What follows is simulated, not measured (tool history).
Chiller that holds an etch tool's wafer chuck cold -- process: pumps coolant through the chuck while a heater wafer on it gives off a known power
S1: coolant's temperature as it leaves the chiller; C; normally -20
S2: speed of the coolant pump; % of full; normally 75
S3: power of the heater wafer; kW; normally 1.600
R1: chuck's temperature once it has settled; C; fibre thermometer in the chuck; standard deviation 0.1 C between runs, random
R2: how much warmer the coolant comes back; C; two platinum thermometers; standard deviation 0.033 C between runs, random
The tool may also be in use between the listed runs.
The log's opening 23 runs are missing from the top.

{"run": 24, "hour": 589.8, "S1": -14, "S2": 75, "S3": 0.861, "R1": -4.7, "R2": 2.38}
{"run": 25, "hour": 627.5, "S1": -25, "S2": 89, "S3": 1.6, "R1": -8.8, "R2": 3.59}
{"run": 26, "hour": 643.5, "S1": -21, "S2": 67, "S3": 0.859, "R1": -11.1, "R2": 2.61}
{"hour": 673.5, "done": "chiller's thermometer calibrated"}
{"run": 27, "hour": 675.7, "S1": -21, "S2": 86, "S3": 0.859, "R1": -12.0, "R2": 2.04}
{"run": 28, "hour": 706.1, "S1": -21, "S2": 86, "S3": 0.859, "R1": -12.0, "R2": 1.98}
{"run": 29, "hour": 729.1, "S1": -21, "S2": 86, "S3": 0.859, "R1": -12.1, "R2": 2.0}
{"run": 30, "hour": 756.3, "S1": -21, "S2": 86, "S3": 0.859, "R1": -11.8, "R2": 2.01}
{"run": 31, "hour": 791.7, "S1": -21, "S2": 86, "S3": 0.859, "R1": -11.8, "R2": 1.96}

Predict each of these 4 candidate next runs independently; none follows another, all start after run 31:
{"run": "A", "hour": 814.6, "S1": -20, "S2": 87, "S3": 1.555, "R1": "?", "R2": "?"}
{"run": "B", "hour": 814.6, "S1": -16, "S2": 92, "S3": 1.319, "R1": "?", "R2": "?"}
{"run": "C", "hour": 814.6, "S1": -15, "S2": 75, "S3": 1.593, "R1": "?", "R2": "?"}
{"run": "D", "hour": 814.6, "S1": -21, "S2": 92, "S3": 1.958, "R1": "?", "R2": "?"}

run=A R1=-3.3 R2=3.61
run=B R1=-2.4 R2=2.94
run=C R1=3.3 R2=4.38
run=D R1=-0.6 R2=4.32
With the hidden condition removed and each run's random variation left untouched, the same runs would have given:
run=A R1=-5.3 R2=3.55
run=B R1=-4.0 R2=2.89
run=C R1=1.1 R2=4.30
run=D R1=-3.0 R2=4.24

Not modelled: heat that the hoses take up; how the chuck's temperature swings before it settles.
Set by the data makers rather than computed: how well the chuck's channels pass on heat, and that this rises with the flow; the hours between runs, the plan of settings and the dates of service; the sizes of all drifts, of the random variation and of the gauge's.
